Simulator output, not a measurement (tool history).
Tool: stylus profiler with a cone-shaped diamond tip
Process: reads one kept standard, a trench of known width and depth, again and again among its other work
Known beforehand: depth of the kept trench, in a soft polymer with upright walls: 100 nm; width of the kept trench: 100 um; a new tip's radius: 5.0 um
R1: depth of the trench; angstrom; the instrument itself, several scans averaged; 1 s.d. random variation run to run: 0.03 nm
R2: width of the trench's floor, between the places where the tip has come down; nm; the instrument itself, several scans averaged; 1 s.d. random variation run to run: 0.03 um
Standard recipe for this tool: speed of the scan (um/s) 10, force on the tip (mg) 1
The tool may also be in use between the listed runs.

{"run": 1, "day": 0.0, "speed of the scan (um/s)": 10, "force on the tip (mg)": 1, "R1": 1007.3, "R2": 96850}
{"run": 2, "day": 2.842, "speed of the scan (um/s)": 10, "force on the tip (mg)": 1, "R1": 1006.9, "R2": 96850}
{"run": 3, "day": 5.088, "speed of the scan (um/s)": 10, "force on the tip (mg)": 1, "R1": 1007.6, "R2": 96780}
{"run": 4, "day": 7.712, "speed of the scan (um/s)": 10, "force on the tip (mg)": 1, "R1": 1007.4, "R2": 96760}
{"run": 5, "day": 11.362, "speed of the scan (um/s)": 10, "force on the tip (mg)": 1, "R1": 1007.7, "R2": 96620}
{"run": 6, "day": 14.412, "speed of the scan (um/s)": 10, "force on the tip (mg)": 1, "R1": 1007.7, "R2": 96600}
{"run": 7, "day": 16.325, "speed of the scan (um/s)": 10, "force on the tip (mg)": 1, "R1": 1007.8, "R2": 96570}
{"day": 17.554, "done": "new tip fitted, height scale calibrated"}
{"run": 8, "day": 19.308, "speed of the scan (um/s)": 10, "force on the tip (mg)": 1, "R1": 1005.7, "R2": 97890}
{"run": 9, "day": 22.042, "speed of the scan (um/s)": 10, "force on the tip (mg)": 1, "R1": 1005.7, "R2": 97750}
{"run": 10, "day": 25.921, "speed of the scan (um/s)": 10, "force on the tip (mg)": 1, "R1": 1006.4, "R2": 97740}
{"run": 11, "day": 29.579, "speed of the scan (um/s)": 10, "force on the tip (mg)": 1, "R1": 1006.7, "R2": 97600}
{"run": 12, "day": 33.45, "speed of the scan (um/s)": 21, "force on the tip (mg)": 1, "R1": 1006.7, "R2": 97380}
{"run": 13, "day": 35.5, "speed of the scan (um/s)": 19, "force on the tip (mg)": 1, "R1": 1006.6, "R2": 97320}
{"run": 14, "day": 39.296, "speed of the scan (um/s)": 4, "force on the tip (mg)": 1, "R1": 1007.1, "R2": 97300}
{"run": 15, "day": 40.95, "speed of the scan (um/s)": 10, "force on the tip (mg)": 1, "R1": 1006.8, "R2": 97260}
{"run": 16, "day": 44.15, "speed of the scan (um/s)": 10, "force on the tip (mg)": 1, "R1": 1007, "R2": 97210}
{"run": 17, "day": 46.567, "speed of the scan (um/s)": 10, "force on the tip (mg)": 1, "R1": 1007, "R2": 97140}
{"run": 18, "day": 50.025, "speed of the scan (um/s)": 5, "force on the tip (mg)": 1.5, "R1": 1008.7, "R2": 97120}
{"run": 19, "day": 52.371, "speed of the scan (um/s)": 5, "force on the tip (mg)": 1.5, "R1": 1008.7, "R2": 97110}
{"run": 20, "day": 54.012, "speed of the scan (um/s)": 15, "force on the tip (mg)": 1.41, "R1": 1008.5, "R2": 96920}
{"run": 21, "day": 56.296, "speed of the scan (um/s)": 6, "force on the tip (mg)": 2.73, "R1": 1012.7, "R2": 96990}
{"run": 22, "day": 59.804, "speed of the scan (um/s)": 24, "force on the tip (mg)": 1.24, "R1": 1008.5, "R2": 96810}
{"run": 23, "day": 62.2, "speed of the scan (um/s)": 14, "force on the tip (mg)": 1.38, "R1": 1009.3, "R2": 96840}
{"run": 24, "day": 64.817, "speed of the scan (um/s)": 14, "force on the tip (mg)": 1.38, "R1": 1008.8, "R2": 96670}
{"run": 25, "day": 67.946, "speed of the scan (um/s)": 2, "force on the tip (mg)": 2.92, "R1": 1014, "R2": 96800}
{"run": 26, "day": 71.033, "speed of the scan (um/s)": 12, "force on the tip (mg)": 2.73, "R1": 1013.7, "R2": 96690}
{"run": 27, "day": 74.238, "speed of the scan (um/s)": 12, "force on the tip (mg)": 2.64, "R1": 1013.3, "R2": 96550}
{"run": 28, "day": 75.95, "speed of the scan (um/s)": 12, "force on the tip (mg)": 2.64, "R1": 1013, "R2": 96510}

What will run 29 give?
{"day": 77.112, "done": "new tip fitted, height scale calibrated"}
{"run": 29, "day": 78.958, "speed of the scan (um/s)": 12, "force on the tip (mg)": 2.64, "R1": "?", "R2": "?"}

R1: 1011.6 angstrom
R2: 98020 nm
With the hidden condition absent and the run-to-run variation left alone, this run would have shown R1 1011.7 angstrom, R2 98040 nm.

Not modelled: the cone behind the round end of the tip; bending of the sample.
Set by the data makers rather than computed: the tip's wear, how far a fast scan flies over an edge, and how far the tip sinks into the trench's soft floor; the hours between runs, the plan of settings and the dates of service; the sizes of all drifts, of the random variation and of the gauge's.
